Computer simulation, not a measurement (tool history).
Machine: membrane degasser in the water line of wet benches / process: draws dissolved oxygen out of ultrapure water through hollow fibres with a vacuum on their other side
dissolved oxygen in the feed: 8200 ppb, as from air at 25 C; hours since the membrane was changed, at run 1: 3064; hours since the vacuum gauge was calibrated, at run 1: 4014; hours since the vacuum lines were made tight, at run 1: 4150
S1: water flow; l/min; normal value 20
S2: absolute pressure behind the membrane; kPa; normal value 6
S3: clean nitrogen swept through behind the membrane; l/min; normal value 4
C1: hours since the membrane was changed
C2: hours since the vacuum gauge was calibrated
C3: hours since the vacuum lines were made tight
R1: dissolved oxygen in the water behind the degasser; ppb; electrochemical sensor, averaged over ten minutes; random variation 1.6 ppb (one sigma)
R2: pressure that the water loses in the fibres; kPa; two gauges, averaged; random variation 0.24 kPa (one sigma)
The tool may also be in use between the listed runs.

run	hour	S1	S2	S3	C1	C2	C3	R1	R2
1	0	20	6	4	3064	4014	4150	160.2	62.9
2	86.5	20	6	4	3150	4100	4236	163.2	63.12
3	149.9	20	6	4	3214	4164	4299	162.7	62.81
4	212.8	20	6	4	3277	4227	4362	165.7	62.83
5	271.5	20	6	4	3335	4285	4421	162.9	62.72
6	359.1	20	6	8.82	3423	4373	4509	144.9	63.2
7	407.4	18	6	4	3471	4421	4557	130.2	56.71
8	504.9	18	6	4	3569	4519	4654	134.2	56.67
9	592.6	18	6	4	3656	4606	4742	131	56.72
10	663.5	18	6	4	3727	4677	4813	133	56.72
# hour 670.5: vacuum gauge calibrated
11	708.6	31	6	4	3772	38	4858	368.8	97.21
12	767.9	31	6	4	3831	97	4917	368.5	97.63
13	836.6	31	6	4	3900	166	4986	367.7	97.6
14	930.8	20	3.9	4	3994	260	5080	139.4	62.82
15	983.6	13	14.27	2.8	4047	313	5133	166.3	41.09
16	1072.7	13	14.27	2.8	4136	402	5222	170.6	41.08
17	1140.8	29	6.96	4.59	4204	470	5290	335	91.82
18	1213.2	20	6	11.38	4277	543	5362	142.2	63.01
19	1303.9	20	11.19	3.81	4367	633	5453	227.9	63.08
20	1397.1	28	11.19	3.14	4460	727	5546	414.9	88.58
21	1461.7	20	9.63	4	4525	791	5611	204.7	62.96
22	1539	32	6.51	11.57	4602	868	5688	349.8	101.29
23	1585.4	32	6.51	11.57	4649	915	5734	358.4	100.98
24	1648.8	31	6.51	11.57	4712	978	5798	338.4	98.03

3 ways to go on from here, each from the tool as it stands after run 24. What would each give?
A	1740.2	17	7.97	11.57	4804	1070	5889	?	?
B	1740.2	20	6	2.37	4804	1070	5889	?	?
C	1740.2	28	4.28	2.67	4804	1070	5889	?	?

run	R1	R2
A	106.2	53.62
B	190.2	63.25
C	292.5	88.31
With no hidden state in the tool, these same runs would have given:
run	R1	R2
A	99	52.69
B	179.5	62.16
C	275.9	86.78
